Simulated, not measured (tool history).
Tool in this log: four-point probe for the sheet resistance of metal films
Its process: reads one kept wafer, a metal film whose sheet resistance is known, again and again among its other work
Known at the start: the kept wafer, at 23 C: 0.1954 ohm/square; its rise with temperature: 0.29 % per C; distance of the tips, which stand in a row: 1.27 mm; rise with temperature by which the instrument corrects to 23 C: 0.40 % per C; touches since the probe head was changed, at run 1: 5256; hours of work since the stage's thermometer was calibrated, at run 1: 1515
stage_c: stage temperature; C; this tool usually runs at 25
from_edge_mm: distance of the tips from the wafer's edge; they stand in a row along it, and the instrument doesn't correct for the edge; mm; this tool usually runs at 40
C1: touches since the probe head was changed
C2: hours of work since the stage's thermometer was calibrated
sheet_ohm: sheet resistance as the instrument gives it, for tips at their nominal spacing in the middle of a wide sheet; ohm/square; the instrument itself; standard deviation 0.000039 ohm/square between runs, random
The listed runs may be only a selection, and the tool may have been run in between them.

run 1 hour=0.0 | stage_c=25 from_edge_mm=40 | C1=5256 C2=1515 | sheet_ohm=0.195367
run 2 hour=7.8 | stage_c=25 from_edge_mm=40 | C1=5423 C2=1519 | sheet_ohm=0.195388
run 3 hour=15.2 | stage_c=25 from_edge_mm=40 | C1=5582 C2=1524 | sheet_ohm=0.195435
run 4 hour=23.3 | stage_c=25 from_edge_mm=40 | C1=5756 C2=1528 | sheet_ohm=0.195478
run 5 hour=37.6 | stage_c=25 from_edge_mm=40 | C1=6062 C2=1537 | sheet_ohm=0.195391
run 6 hour=47.5 | stage_c=25 from_edge_mm=40 | C1=6275 C2=1542 | sheet_ohm=0.195417
run 7 hour=62.2 | stage_c=25 from_edge_mm=40 | C1=6590 C2=1551 | sheet_ohm=0.195408
run 8 hour=69.5 | stage_c=25 from_edge_mm=4 | C1=6746 C2=1555 | sheet_ohm=0.205344
run 9 hour=84.0 | stage_c=23 from_edge_mm=40 | C1=7057 C2=1564 | sheet_ohm=0.195788
run 10 hour=96.3 | stage_c=23 from_edge_mm=40 | C1=7320 C2=1571 | sheet_ohm=0.195777
run 11 hour=106.2 | stage_c=29 from_edge_mm=40 | C1=7532 C2=1576 | sheet_ohm=0.194648
run 12 hour=119.2 | stage_c=22 from_edge_mm=40 | C1=7811 C2=1584 | sheet_ohm=0.196010
-- hour=121.1 stage's thermometer calibrated
run 13 hour=134.0 | stage_c=22 from_edge_mm=40 | C1=8118 C2=7 | sheet_ohm=0.196077
run 14 hour=147.6 | stage_c=21 from_edge_mm=46 | C1=8409 C2=15 | sheet_ohm=0.196300
-- hour=156.4 stage's thermometer calibrated, once more
run 15 hour=157.0 | stage_c=21 from_edge_mm=46 | C1=8600 C2=0 | sheet_ohm=0.196030
run 16 hour=166.0 | stage_c=21 from_edge_mm=46 | C1=8793 C2=6 | sheet_ohm=0.196016
run 17 hour=181.8 | stage_c=27 from_edge_mm=20 | C1=9132 C2=15 | sheet_ohm=0.195170
run 18 hour=190.3 | stage_c=22 from_edge_mm=40 | C1=9315 C2=20 | sheet_ohm=0.195887
run 19 hour=200.2 | stage_c=22 from_edge_mm=40 | C1=9527 C2=25 | sheet_ohm=0.195884
run 20 hour=211.2 | stage_c=22 from_edge_mm=40 | C1=9762 C2=32 | sheet_ohm=0.195849
run 21 hour=218.1 | stage_c=30 from_edge_mm=19 | C1=9910 C2=36 | sheet_ohm=0.194534
run 22 hour=225.8 | stage_c=21 from_edge_mm=49 | C1=10076 C2=40 | sheet_ohm=0.195992
run 23 hour=241.1 | stage_c=32 from_edge_mm=39 | C1=10402 C2=49 | sheet_ohm=0.193811
run 24 hour=248.3 | stage_c=32 from_edge_mm=39 | C1=10558 C2=53 | sheet_ohm=0.193947
run 25 hour=257.1 | stage_c=18 from_edge_mm=40 | C1=10747 C2=58 | sheet_ohm=0.196634

Same runs, no hidden state in the tool, same run-to-run variation:
The tool's hidden condition here consists of: inner tips' distance over the nominal, %; tips' flats over new ones', %; wafer's true temperature over the reading, C; drift of the gauge itself on sheet_ohm, %.
run=1 sheet_ohm=0.195066
run=2 sheet_ohm=0.195088
run=3 sheet_ohm=0.195135
run=4 sheet_ohm=0.195179
run=5 sheet_ohm=0.195093
run=6 sheet_ohm=0.195120
run=7 sheet_ohm=0.195112
run=8 sheet_ohm=0.205034
run=9 sheet_ohm=0.195492
run=10 sheet_ohm=0.195483
run=11 sheet_ohm=0.194359
run=12 sheet_ohm=0.195717
run=13 sheet_ohm=0.195686
run=14 sheet_ohm=0.195909
run=15 sheet_ohm=0.195914
run=16 sheet_ohm=0.195901
run=17 sheet_ohm=0.195056
run=18 sheet_ohm=0.195774
run=19 sheet_ohm=0.195772
run=20 sheet_ohm=0.195737
run=21 sheet_ohm=0.194423
run=22 sheet_ohm=0.195882
run=23 sheet_ohm=0.193703
run=24 sheet_ohm=0.193839
run=25 sheet_ohm=0.196526

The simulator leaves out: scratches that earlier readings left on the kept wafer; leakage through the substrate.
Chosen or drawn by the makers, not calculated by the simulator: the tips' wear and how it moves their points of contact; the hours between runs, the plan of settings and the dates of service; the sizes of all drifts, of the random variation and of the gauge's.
